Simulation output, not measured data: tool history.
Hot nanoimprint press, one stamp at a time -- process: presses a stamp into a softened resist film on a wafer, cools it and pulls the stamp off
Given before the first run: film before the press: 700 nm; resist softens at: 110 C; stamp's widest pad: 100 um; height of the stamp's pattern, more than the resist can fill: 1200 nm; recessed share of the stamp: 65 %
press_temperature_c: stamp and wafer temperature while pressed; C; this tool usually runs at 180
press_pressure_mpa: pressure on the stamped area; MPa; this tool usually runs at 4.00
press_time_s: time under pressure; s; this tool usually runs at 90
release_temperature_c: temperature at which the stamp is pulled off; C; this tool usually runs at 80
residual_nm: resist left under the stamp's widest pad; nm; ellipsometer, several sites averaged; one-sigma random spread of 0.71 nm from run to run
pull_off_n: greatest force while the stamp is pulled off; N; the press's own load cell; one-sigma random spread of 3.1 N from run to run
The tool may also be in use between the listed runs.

run   hour  press_temperature_c  press_pressure_mpa  press_time_s  release_temperature_c  residual_nm  pull_off_n
  1    0.0                  180                4.00            90                     80        339.4         177
  2   11.0                  176                4.00            90                     80        387.1         177
  3   19.5                  176                4.00            90                     80        388.7         176
  4   27.9                  176                4.00            90                     80        387.6         173
  5   42.1                  180                4.00           108                     80        315.7         176
  6   57.6                  183                4.00           108                     80        281.5         174
  7   67.7                  183                4.00           108                     80        281.3         176
  8   85.1                  190                2.61           108                     79        263.6         182
  9   98.7                  190                2.61            95                     87        277.7         161
 10  116.3                  171                3.72           139                     87        406.4         162
 11  127.4                  175                4.00            90                     82        399.6         172

3 ways to go on from here, each from the tool as it stands after run 11. What would each give?
  A  141.5                  182                4.00            90                     80            ?           ?
  B  141.5                  175                4.47            90                     79            ?           ?
  C  141.5                  175                2.91            90                     82            ?           ?

run  residual_nm  pull_off_n
  A        313.9         176
  B        385.5         174
  C        444.9         176
With no hidden state in the tool, these same runs would have given:
run  residual_nm  pull_off_n
  A        314.1         175
  B        385.7         173
  C        445.1         175
